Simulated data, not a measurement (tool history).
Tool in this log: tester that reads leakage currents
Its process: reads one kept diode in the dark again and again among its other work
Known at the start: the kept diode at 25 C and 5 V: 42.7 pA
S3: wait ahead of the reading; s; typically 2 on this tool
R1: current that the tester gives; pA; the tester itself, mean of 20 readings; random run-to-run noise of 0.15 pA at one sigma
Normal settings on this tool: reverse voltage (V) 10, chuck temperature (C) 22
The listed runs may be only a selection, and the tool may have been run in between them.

run 1 hour=0 | reverse_voltage_(V)=10 chuck_temperature_(C)=22 S3=2 | R1=47.89
run 2 hour=29.4 | reverse_voltage_(V)=10 chuck_temperature_(C)=22 S3=2 | R1=47.71
run 3 hour=48.1 | reverse_voltage_(V)=10 chuck_temperature_(C)=22 S3=2 | R1=47.96
run 4 hour=61.9 | reverse_voltage_(V)=10 chuck_temperature_(C)=22 S3=2 | R1=47.83
run 5 hour=87.8 | reverse_voltage_(V)=10 chuck_temperature_(C)=22 S3=2 | R1=47.87
run 6 hour=106.3 | reverse_voltage_(V)=10 chuck_temperature_(C)=22 S3=2 | R1=47.61
run 7 hour=127.1 | reverse_voltage_(V)=10 chuck_temperature_(C)=22 S3=2 | R1=47.7
run 8 hour=146.7 | reverse_voltage_(V)=10 chuck_temperature_(C)=38 S3=2 | R1=166.46
run 9 hour=177.6 | reverse_voltage_(V)=10 chuck_temperature_(C)=38 S3=2 | R1=166.09
run 10 hour=199.1 | reverse_voltage_(V)=10 chuck_temperature_(C)=38 S3=2 | R1=166.22
run 11 hour=223.1 | reverse_voltage_(V)=10 chuck_temperature_(C)=48 S3=2 | R1=341.25
run 12 hour=249.9 | reverse_voltage_(V)=10 chuck_temperature_(C)=48 S3=2 | R1=342.62
run 13 hour=265.2 | reverse_voltage_(V)=6.1 chuck_temperature_(C)=22 S3=5.46 | R1=37.01
run 14 hour=289.8 | reverse_voltage_(V)=10 chuck_temperature_(C)=29 S3=2 | R1=83.23
run 15 hour=311.3 | reverse_voltage_(V)=10 chuck_temperature_(C)=26 S3=2.95 | R1=65
run 16 hour=339.6 | reverse_voltage_(V)=10 chuck_temperature_(C)=31 S3=0.56 | R1=100.19
run 17 hour=361.6 | reverse_voltage_(V)=7.1 chuck_temperature_(C)=24 S3=9.56 | R1=46.81
run 18 hour=380.7 | reverse_voltage_(V)=3.1 chuck_temperature_(C)=24 S3=0.33 | R1=33.01
run 19 hour=401.9 | reverse_voltage_(V)=3.1 chuck_temperature_(C)=24 S3=0.33 | R1=33.03
run 20 hour=421.9 | reverse_voltage_(V)=8.6 chuck_temperature_(C)=24 S3=0.33 | R1=56.47
run 21 hour=446.1 | reverse_voltage_(V)=5 chuck_temperature_(C)=27 S3=0.33 | R1=53.33
run 22 hour=469.2 | reverse_voltage_(V)=5.8 chuck_temperature_(C)=22 S3=2 | R1=36.69
run 23 hour=496.6 | reverse_voltage_(V)=7.1 chuck_temperature_(C)=22 S3=0.35 | R1=43.6

5 options for the next run, each taken on its own from the tool as it stands now. Forecast them:
run A hour=515.1 | reverse_voltage_(V)=6.6 chuck_temperature_(C)=22 S3=2 | R1=?
run B hour=515.1 | reverse_voltage_(V)=10 chuck_temperature_(C)=21 S3=0.77 | R1=?
run C hour=515.1 | reverse_voltage_(V)=10 chuck_temperature_(C)=37 S3=3.7 | R1=?
run D hour=515.1 | reverse_voltage_(V)=7.1 chuck_temperature_(C)=39 S3=4.64 | R1=?
run E hour=515.1 | reverse_voltage_(V)=1.5 chuck_temperature_(C)=56 S3=0.35 | R1=?

run=A R1=38.74
run=B R1=45.59
run=C R1=153.88
run=D R1=150.42
run=E R1=236.66
What these runs would have given with no unlogged condition in the tool:
run=A R1=38.74
run=B R1=45.58
run=C R1=153.88
run=D R1=150.42
run=E R1=236.69

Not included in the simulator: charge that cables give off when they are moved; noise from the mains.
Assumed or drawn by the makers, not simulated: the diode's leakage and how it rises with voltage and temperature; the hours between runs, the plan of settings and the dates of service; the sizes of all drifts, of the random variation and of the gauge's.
